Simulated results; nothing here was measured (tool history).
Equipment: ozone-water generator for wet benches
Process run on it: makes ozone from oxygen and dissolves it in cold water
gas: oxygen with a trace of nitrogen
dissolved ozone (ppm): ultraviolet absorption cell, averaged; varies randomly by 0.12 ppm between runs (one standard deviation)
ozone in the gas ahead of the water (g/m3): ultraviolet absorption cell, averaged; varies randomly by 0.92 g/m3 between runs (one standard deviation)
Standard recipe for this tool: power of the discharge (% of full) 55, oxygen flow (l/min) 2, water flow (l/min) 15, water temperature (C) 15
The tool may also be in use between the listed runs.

| run | day | power of the discharge (% of full) | oxygen flow (l/min) | water flow (l/min) | water temperature (C) | dissolved ozone (ppm) | ozone in the gas ahead of the water (g/m3) |
|---|---|---|---|---|---|---|---|
| 1 | 0 | 55 | 2 | 15 | 15 | 11.2 | 154 |
| 2 | 5.017 | 55 | 2 | 15 | 15 | 11.2 | 155.2 |
| 3 | 11.304 | 55 | 2 | 15 | 15 | 11.3 | 155.7 |
| 4 | 15.729 | 55 | 2 | 15 | 15 | 11.1 | 155.9 |
| 5 | 21.396 | 55 | 2 | 15 | 15 | 11.1 | 155.8 |
| 6 | 25.896 | 55 | 2 | 15 | 15 | 11.3 | 157.6 |
| 7 | 28.558 | 55 | 2 | 15 | 15 | 11.1 | 157.2 |
| 8 | 34.767 | 55 | 2 | 15 | 15 | 11.3 | 156.8 |
| 9 | 40.662 | 55 | 2 | 15 | 15 | 11.2 | 157.9 |
| 10 | 46.983 | 55 | 2 | 15 | 15 | 10.9 | 157.4 |
| 11 | 50.046 | 55 | 2 | 15 | 15 | 11.1 | 157.5 |
| 12 | 54.188 | 77 | 2 | 15 | 15 | 14.4 | 203.3 |
| 13 | 57.421 | 77 | 2 | 15 | 15 | 14.5 | 202.6 |
| 14 | 63.054 | 95 | 2 | 16 | 8 | 16.8 | 242.5 |
| 15 | 68.838 | 95 | 1.06 | 16 | 8 | 14.2 | 336.9 |
| 16 | 74.7 | 95 | 1.17 | 16 | 10 | 14.2 | 324.8 |
| 17 | 79.7 | 55 | 2 | 15 | 14 | 11.2 | 154.1 |
| 18 | 85.358 | 55 | 2 | 13 | 14 | 12.7 | 153 |
| 19 | 90.308 | 55 | 2 | 13 | 14 | 12.7 | 154.8 |

Missing from the log above: 2 entries noted between runs. For each, name the pair of listed runs it sits between and say how the tool's hidden condition differs from the listed run just before to the listed run just after:
From run 8 to run 9: water thermometer calibrated (day 36.888)
  true water temperature over the reading, C: 0.01 -> 0; drift of the gauge itself on gas_g_m3, %: 1.34 -> 1.56
  measured minus no-state result, ozone in the gas ahead of the water (g/m3): +1.9 -> +2.3
From run 16 to run 17: gauge calibrated (day 77.762)
  drift of the gauge itself on gas_g_m3, %: 2.87 -> 0.07
  measured minus no-state result, ozone in the gas ahead of the water (g/m3): +8.4 -> -0.1
